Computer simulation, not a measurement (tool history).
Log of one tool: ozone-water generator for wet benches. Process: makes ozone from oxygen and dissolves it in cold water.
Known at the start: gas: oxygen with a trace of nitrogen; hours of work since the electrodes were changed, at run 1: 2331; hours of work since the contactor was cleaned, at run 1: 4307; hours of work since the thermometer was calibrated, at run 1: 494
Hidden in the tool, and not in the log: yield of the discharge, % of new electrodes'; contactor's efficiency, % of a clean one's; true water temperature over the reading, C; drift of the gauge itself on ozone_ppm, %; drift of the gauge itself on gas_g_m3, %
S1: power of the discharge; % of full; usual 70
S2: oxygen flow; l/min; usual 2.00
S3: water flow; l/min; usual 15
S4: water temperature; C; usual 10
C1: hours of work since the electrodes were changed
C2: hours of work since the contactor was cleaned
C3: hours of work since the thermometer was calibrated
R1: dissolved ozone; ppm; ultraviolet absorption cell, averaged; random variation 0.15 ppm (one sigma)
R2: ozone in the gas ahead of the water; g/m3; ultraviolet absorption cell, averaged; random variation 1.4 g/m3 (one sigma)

{"run": 1, "day": 0.0, "S1": 70, "S2": 2.0, "S3": 15, "S4": 10, "C1": 2331, "C2": 4307, "C3": 494, "R1": 17.3, "R2": 264.4}
{"run": 2, "day": 6.383, "S1": 70, "S2": 2.0, "S3": 15, "S4": 10, "C1": 2460, "C2": 4436, "C3": 623, "R1": 17.4, "R2": 263.4}
{"run": 3, "day": 15.488, "S1": 70, "S2": 2.0, "S3": 15, "S4": 10, "C1": 2643, "C2": 4619, "C3": 807, "R1": 17.2, "R2": 264.9}
{"run": 4, "day": 24.85, "S1": 70, "S2": 2.0, "S3": 15, "S4": 10, "C1": 2832, "C2": 4808, "C3": 996, "R1": 17.4, "R2": 264.4}
{"run": 5, "day": 33.267, "S1": 70, "S2": 2.0, "S3": 23, "S4": 10, "C1": 3002, "C2": 4978, "C3": 1166, "R1": 10.8, "R2": 263.2}
{"run": 6, "day": 40.279, "S1": 56, "S2": 2.0, "S3": 15, "S4": 10, "C1": 3144, "C2": 5120, "C3": 1307, "R1": 14.0, "R2": 214.6}
{"run": 7, "day": 48.862, "S1": 56, "S2": 2.0, "S3": 15, "S4": 10, "C1": 3317, "C2": 5293, "C3": 1480, "R1": 13.6, "R2": 211.1}
{"run": 8, "day": 53.562, "S1": 70, "S2": 2.0, "S3": 18, "S4": 10, "C1": 3412, "C2": 5388, "C3": 1575, "R1": 14.2, "R2": 262.5}
{"run": 9, "day": 57.567, "S1": 70, "S2": 2.0, "S3": 18, "S4": 10, "C1": 3493, "C2": 5469, "C3": 1656, "R1": 14.3, "R2": 260.5}
{"run": 10, "day": 62.858, "S1": 70, "S2": 2.0, "S3": 19, "S4": 10, "C1": 3599, "C2": 5575, "C3": 1763, "R1": 13.3, "R2": 260.9}
{"run": 11, "day": 70.283, "S1": 70, "S2": 1.49, "S3": 19, "S4": 10, "C1": 3749, "C2": 5725, "C3": 1913, "R1": 11.8, "R2": 298.8}
{"run": 12, "day": 76.275, "S1": 70, "S2": 1.49, "S3": 19, "S4": 10, "C1": 3870, "C2": 5846, "C3": 2034, "R1": 11.6, "R2": 299.7}
{"run": 13, "day": 81.288, "S1": 70, "S2": 1.49, "S3": 19, "S4": 10, "C1": 3971, "C2": 5947, "C3": 2135, "R1": 11.8, "R2": 297.3}
{"run": 14, "day": 89.333, "S1": 70, "S2": 2.0, "S3": 15, "S4": 10, "C1": 4134, "C2": 6110, "C3": 2297, "R1": 17.0, "R2": 259.9}
{"run": 15, "day": 95.5, "S1": 70, "S2": 1.87, "S3": 15, "S4": 10, "C1": 4258, "C2": 6234, "C3": 2422, "R1": 16.4, "R2": 267.1}
{"run": 16, "day": 99.95, "S1": 70, "S2": 1.87, "S3": 15, "S4": 10, "C1": 4348, "C2": 6324, "C3": 2511, "R1": 16.5, "R2": 268.5}
{"run": 17, "day": 105.804, "S1": 70, "S2": 2.0, "S3": 15, "S4": 10, "C1": 4466, "C2": 6442, "C3": 2630, "R1": 16.9, "R2": 258.3}
{"run": 18, "day": 115.1, "S1": 70, "S2": 2.0, "S3": 15, "S4": 10, "C1": 4654, "C2": 6630, "C3": 2817, "R1": 16.6, "R2": 262.1}
{"run": 19, "day": 124.238, "S1": 70, "S2": 2.0, "S3": 15, "S4": 10, "C1": 4838, "C2": 6814, "C3": 3002, "R1": 16.7, "R2": 258.4}
{"day": 124.858, "done": "contactor cleaned"}
{"run": 20, "day": 132.317, "S1": 70, "S2": 1.51, "S3": 15, "S4": 11, "C1": 4998, "C2": 151, "C3": 3161, "R1": 16.0, "R2": 292.8}
{"run": 21, "day": 140.55, "S1": 70, "S2": 1.51, "S3": 15, "S4": 11, "C1": 5164, "C2": 317, "C3": 3328, "R1": 15.9, "R2": 292.2}
{"day": 144.462, "done": "water thermometer calibrated"}
{"run": 22, "day": 148.6, "S1": 70, "S2": 2.15, "S3": 15, "S4": 10, "C1": 5326, "C2": 479, "C3": 84, "R1": 17.9, "R2": 251.1}
{"run": 23, "day": 156.538, "S1": 69, "S2": 1.4, "S3": 14, "S4": 7, "C1": 5486, "C2": 639, "C3": 244, "R1": 16.6, "R2": 297.8}
{"run": 24, "day": 162.992, "S1": 95, "S2": 2.0, "S3": 15, "S4": 12, "C1": 5617, "C2": 769, "C3": 374, "R1": 22.4, "R2": 340.0}
{"run": 25, "day": 167.05, "S1": 95, "S2": 2.0, "S3": 15, "S4": 12, "C1": 5699, "C2": 851, "C3": 456, "R1": 22.9, "R2": 340.4}
{"run": 26, "day": 171.788, "S1": 95, "S2": 2.0, "S3": 15, "S4": 12, "C1": 5794, "C2": 947, "C3": 552, "R1": 22.7, "R2": 337.9}
{"run": 27, "day": 179.517, "S1": 89, "S2": 2.68, "S3": 14, "S4": 5, "C1": 5950, "C2": 1103, "C3": 708, "R1": 26.2, "R2": 282.4}
{"run": 28, "day": 187.075, "S1": 89, "S2": 2.68, "S3": 14, "S4": 5, "C1": 6103, "C2": 1255, "C3": 860, "R1": 26.3, "R2": 281.0}
{"run": 29, "day": 193.758, "S1": 89, "S2": 2.68, "S3": 14, "S4": 5, "C1": 6238, "C2": 1390, "C3": 995, "R1": 26.4, "R2": 278.8}
{"run": 30, "day": 201.533, "S1": 42, "S2": 3.19, "S3": 15, "S4": 10, "C1": 6395, "C2": 1547, "C3": 1152, "R1": 12.3, "R2": 130.0}
{"run": 31, "day": 210.871, "S1": 70, "S2": 2.0, "S3": 15, "S4": 17, "C1": 6583, "C2": 1736, "C3": 1340, "R1": 16.0, "R2": 255.1}
{"run": 32, "day": 218.754, "S1": 100, "S2": 2.0, "S3": 10, "S4": 5, "C1": 6742, "C2": 1895, "C3": 1499, "R1": 36.6, "R2": 352.9}
{"run": 33, "day": 225.283, "S1": 71, "S2": 2.02, "S3": 13, "S4": 16, "C1": 6874, "C2": 2027, "C3": 1631, "R1": 18.9, "R2": 258.5}
{"run": 34, "day": 235.062, "S1": 48, "S2": 3.39, "S3": 15, "S4": 10, "C1": 7071, "C2": 2224, "C3": 1829, "R1": 14.3, "R2": 143.0}

Forecast each of these 3 alternatives for the next run:
{"run": "A", "day": 241.971, "S1": 70, "S2": 1.18, "S3": 19, "S4": 10, "C1": 7211, "C2": 2363, "C3": 1968, "R1": "?", "R2": "?"}
{"run": "B", "day": 241.971, "S1": 47, "S2": 1.48, "S3": 15, "S4": 17, "C1": 7211, "C2": 2363, "C3": 1968, "R1": "?", "R2": "?"}
{"run": "C", "day": 241.971, "S1": 84, "S2": 3.39, "S3": 15, "S4": 10, "C1": 7211, "C2": 2363, "C3": 1968, "R1": "?", "R2": "?"}

run=A R1=10.8 R2=319.3
run=B R1=10.2 R2=203.2
run=C R1=23.0 R2=238.3
Without the tool's hidden state the same runs would have given:
run=A R1=11.7 R2=337.1
run=B R1=10.8 R2=210.3
run=C R1=25.1 R2=253.9
